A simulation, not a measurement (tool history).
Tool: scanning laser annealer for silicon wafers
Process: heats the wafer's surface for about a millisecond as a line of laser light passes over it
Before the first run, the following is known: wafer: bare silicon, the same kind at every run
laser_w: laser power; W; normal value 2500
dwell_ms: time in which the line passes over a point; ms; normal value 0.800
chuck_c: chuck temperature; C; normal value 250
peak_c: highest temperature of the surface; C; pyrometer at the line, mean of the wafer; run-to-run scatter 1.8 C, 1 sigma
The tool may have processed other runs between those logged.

| run | hour | laser_w | dwell_ms | chuck_c | peak_c |
|---|---|---|---|---|---|
| 1 | 0.0 | 2500 | 0.800 | 250 | 994 |
| 2 | 22.6 | 2500 | 0.800 | 250 | 992 |
| 3 | 59.0 | 2500 | 0.800 | 250 | 991 |
| 4 | 80.5 | 2500 | 0.800 | 250 | 991 |
| 5 | 98.7 | 2500 | 0.800 | 250 | 987 |
| 6 | 117.3 | 2500 | 0.800 | 250 | 990 |
| 7 | 147.1 | 2500 | 0.800 | 250 | 987 |
| 8 | 164.7 | 2500 | 0.800 | 250 | 992 |
| 9 | 185.6 | 2710 | 0.860 | 260 | 1102 |
| 10 | 221.4 | 2739 | 0.743 | 260 | 1065 |
| 11 | 258.4 | 2739 | 0.743 | 260 | 1064 |
| 12 | 281.2 | 2500 | 0.564 | 246 | 877 |

Branching from run 12: 3 alternative next runs. What would each branch give?
| A | 314.3 | 2356 | 0.868 | 246 | ? |
| B | 314.3 | 2512 | 0.800 | 250 | ? |
| C | 314.3 | 2360 | 0.909 | 250 | ? |

| run | peak_c |
|---|---|
| A | 951 |
| B | 991 |
| C | 971 |
What these runs would have given with no unlogged condition in the tool:
| run | peak_c |
|---|---|
| A | 997 |
| B | 1040 |
| C | 1019 |
